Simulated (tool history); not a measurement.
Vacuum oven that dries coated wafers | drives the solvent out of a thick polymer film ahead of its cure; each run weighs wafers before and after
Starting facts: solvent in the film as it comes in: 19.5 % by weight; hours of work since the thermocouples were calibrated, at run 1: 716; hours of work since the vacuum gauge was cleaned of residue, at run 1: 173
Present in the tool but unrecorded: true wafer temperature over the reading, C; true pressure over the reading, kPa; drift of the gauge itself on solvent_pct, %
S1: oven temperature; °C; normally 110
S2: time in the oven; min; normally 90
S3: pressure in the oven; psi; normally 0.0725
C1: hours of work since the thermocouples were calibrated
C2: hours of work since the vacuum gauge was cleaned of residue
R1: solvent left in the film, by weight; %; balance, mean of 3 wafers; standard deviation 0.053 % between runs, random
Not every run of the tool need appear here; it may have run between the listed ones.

run,day,S1,S2,S3,C1,C2,R1
1,0.000,110,90,0.0725,716,173,1.90
2,0.533,110,90,0.1189,723,180,1.99
3,1.062,106,90,0.0725,730,187,3.05
4,1.367,106,90,0.0725,734,191,2.99
# day 1.512: oven's thermocouples calibrated
5,1.800,106,90,0.0725,4,196,3.16
6,2.396,110,90,0.0725,12,204,1.94
7,3.000,110,90,0.0725,20,213,1.99
8,3.383,114,143,0.2167,25,218,0.71
9,3.712,114,143,0.2167,30,222,0.77
10,4.175,114,161,0.2167,36,228,0.70
# day 4.417: oven's thermocouples calibrated, once more
11,4.529,122,96,0.0725,2,232,0.25

Each row is a separate what-if for the run after 11, all from the same tool condition, not one after another. Results?
A,5.129,110,50,0.1256,10,240,?
B,5.129,111,81,0.1163,10,240,?
C,5.129,109,86,0.2236,10,240,?
D,5.129,100,96,0.1807,10,240,?

run,R1
A,4.48
B,1.76
C,2.48
D,5.04
Had the tool no hidden state, the same runs would have come out as:
run,R1
A,4.36
B,1.67
C,2.37
D,4.89
